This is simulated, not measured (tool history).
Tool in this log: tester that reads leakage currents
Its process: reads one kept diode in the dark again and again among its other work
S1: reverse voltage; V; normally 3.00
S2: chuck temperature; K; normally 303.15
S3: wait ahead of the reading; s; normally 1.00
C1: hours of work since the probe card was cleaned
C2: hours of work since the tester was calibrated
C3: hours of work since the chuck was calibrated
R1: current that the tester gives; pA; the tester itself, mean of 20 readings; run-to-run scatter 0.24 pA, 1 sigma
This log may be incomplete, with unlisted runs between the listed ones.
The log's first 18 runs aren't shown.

run 19 hour=939.6 | S1=3.00 S2=300.15 S3=1.00 | C1=121 C2=1437 C3=1275 | R1=66.03
run 20 hour=971.9 | S1=3.00 S2=300.15 S3=1.00 | C1=144 C2=1460 C3=1297 | R1=65.79
run 21 hour=1040.2 | S1=3.00 S2=300.15 S3=1.00 | C1=192 C2=1508 C3=1346 | R1=66.29
run 22 hour=1083.4 | S1=3.00 S2=300.15 S3=1.00 | C1=223 C2=1538 C3=1376 | R1=66.32
run 23 hour=1158.1 | S1=5.64 S2=321.15 S3=8.10 | C1=275 C2=1591 C3=1429 | R1=405.50
-- hour=1211.0 probe card cleaned and baked, once more
run 24 hour=1224.5 | S1=3.00 S2=298.15 S3=3.98 | C1=10 C2=1635 C3=1473 | R1=54.57
run 25 hour=1279.6 | S1=2.76 S2=308.15 S3=1.64 | C1=48 C2=1674 C3=1512 | R1=112.85
run 26 hour=1353.8 | S1=1.56 S2=304.15 S3=1.00 | C1=101 C2=1727 C3=1564 | R1=62.97
run 27 hour=1406.8 | S1=4.50 S2=312.15 S3=1.00 | C1=138 C2=1764 C3=1602 | R1=194.61
run 28 hour=1447.1 | S1=1.51 S2=320.15 S3=0.97 | C1=166 C2=1792 C3=1630 | R1=195.00
run 29 hour=1498.5 | S1=4.62 S2=303.15 S3=1.29 | C1=203 C2=1829 C3=1666 | R1=102.33
run 30 hour=1559.6 | S1=13.62 S2=310.15 S3=1.00 | C1=246 C2=1872 C3=1709 | R1=299.62
run 31 hour=1630.9 | S1=14.97 S2=301.15 S3=4.84 | C1=296 C2=1922 C3=1760 | R1=160.86
run 32 hour=1704.1 | S1=12.09 S2=323.15 S3=5.07 | C1=347 C2=1973 C3=1811 | R1=689.64
run 33 hour=1762.3 | S1=12.09 S2=323.15 S3=5.07 | C1=388 C2=2014 C3=1852 | R1=689.69
run 34 hour=1813.7 | S1=12.09 S2=323.15 S3=5.07 | C1=425 C2=2051 C3=1888 | R1=691.10
-- hour=1859.5 tester calibrated
run 35 hour=1873.2 | S1=3.00 S2=301.15 S3=0.45 | C1=465 C2=10 C3=1929 | R1=70.79
run 36 hour=1929.9 | S1=5.82 S2=332.15 S3=0.70 | C1=505 C2=50 C3=1969 | R1=842.81
run 37 hour=1999.5 | S1=14.10 S2=311.15 S3=1.15 | C1=554 C2=99 C3=2018 | R1=324.85

Branching from run 37: 4 alternative next runs. What would each branch give?
run A hour=2040.4 | S1=4.58 S2=303.15 S3=6.96 | C1=583 C2=127 C3=2047 | R1=?
run B hour=2040.4 | S1=15.43 S2=309.15 S3=0.74 | C1=583 C2=127 C3=2047 | R1=?
run C hour=2040.4 | S1=4.54 S2=321.15 S3=1.00 | C1=583 C2=127 C3=2047 | R1=?
run D hour=2040.4 | S1=16.80 S2=303.15 S3=3.42 | C1=583 C2=127 C3=2047 | R1=?

run=A R1=99.50
run=B R1=297.23
run=C R1=359.54
run=D R1=196.70
Stripped of hidden state, with their random variation kept, the same runs would have yielded:
run=A R1=96.77
run=B R1=288.94
run=C R1=353.11
run=D R1=189.50
